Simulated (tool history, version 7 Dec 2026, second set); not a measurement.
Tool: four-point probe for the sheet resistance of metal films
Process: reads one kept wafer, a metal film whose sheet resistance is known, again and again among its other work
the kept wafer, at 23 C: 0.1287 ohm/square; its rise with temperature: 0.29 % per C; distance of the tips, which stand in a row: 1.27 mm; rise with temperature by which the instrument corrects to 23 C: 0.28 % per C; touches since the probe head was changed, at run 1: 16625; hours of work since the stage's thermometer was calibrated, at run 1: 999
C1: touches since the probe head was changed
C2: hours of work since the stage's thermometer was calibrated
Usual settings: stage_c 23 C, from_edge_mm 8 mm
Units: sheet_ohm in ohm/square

{"run": 1, "hour": 0.0, "stage_c": 23, "from_edge_mm": 8, "C1": 16625, "C2": 999, "sheet_ohm": 0.130415}
{"run": 2, "hour": 68.9, "stage_c": 23, "from_edge_mm": 46, "C1": 17284, "C2": 1027, "sheet_ohm": 0.128754}
{"run": 3, "hour": 113.6, "stage_c": 23, "from_edge_mm": 46, "C1": 17711, "C2": 1045, "sheet_ohm": 0.128744}
{"run": 4, "hour": 197.8, "stage_c": 23, "from_edge_mm": 8, "C1": 18516, "C2": 1079, "sheet_ohm": 0.130404}
{"run": 5, "hour": 292.8, "stage_c": 23, "from_edge_mm": 8, "C1": 19425, "C2": 1118, "sheet_ohm": 0.130426}
{"run": 6, "hour": 363.3, "stage_c": 23, "from_edge_mm": 8, "C1": 20099, "C2": 1146, "sheet_ohm": 0.130399}
{"run": 7, "hour": 472.2, "stage_c": 22, "from_edge_mm": 10, "C1": 21139, "C2": 1190, "sheet_ohm": 0.129832}
{"run": 8, "hour": 536.4, "stage_c": 22, "from_edge_mm": 10, "C1": 21754, "C2": 1216, "sheet_ohm": 0.129796}
{"run": 9, "hour": 616.1, "stage_c": 25, "from_edge_mm": 5, "C1": 22516, "C2": 1249, "sheet_ohm": 0.133122}
{"run": 10, "hour": 679.3, "stage_c": 29, "from_edge_mm": 6, "C1": 23120, "C2": 1274, "sheet_ohm": 0.131799}
{"run": 11, "hour": 736.9, "stage_c": 29, "from_edge_mm": 6, "C1": 23671, "C2": 1297, "sheet_ohm": 0.131826}

5 ways to go on from here, each from the tool as it stands after run 11. What would each give?
{"run": "A", "hour": 799.5, "stage_c": 20, "from_edge_mm": 51, "C1": 24269, "C2": 1323, "sheet_ohm": "?"}
{"run": "B", "hour": 799.5, "stage_c": 29, "from_edge_mm": 7, "C1": 24269, "C2": 1323, "sheet_ohm": "?"}
{"run": "C", "hour": 799.5, "stage_c": 23, "from_edge_mm": 3, "C1": 24269, "C2": 1323, "sheet_ohm": "?"}
{"run": "D", "hour": 799.5, "stage_c": 23, "from_edge_mm": 4, "C1": 24269, "C2": 1323, "sheet_ohm": "?"}
{"run": "E", "hour": 799.5, "stage_c": 22, "from_edge_mm": 8, "C1": 24269, "C2": 1323, "sheet_ohm": "?"}

run=A sheet_ohm=0.128745
run=B sheet_ohm=0.131013
run=C sheet_ohm=0.139988
run=D sheet_ohm=0.135303
run=E sheet_ohm=0.130482
Without the tool's hidden state the same runs would have given:
run=A sheet_ohm=0.128738
run=B sheet_ohm=0.131007
run=C sheet_ohm=0.139981
run=D sheet_ohm=0.135296
run=E sheet_ohm=0.130476

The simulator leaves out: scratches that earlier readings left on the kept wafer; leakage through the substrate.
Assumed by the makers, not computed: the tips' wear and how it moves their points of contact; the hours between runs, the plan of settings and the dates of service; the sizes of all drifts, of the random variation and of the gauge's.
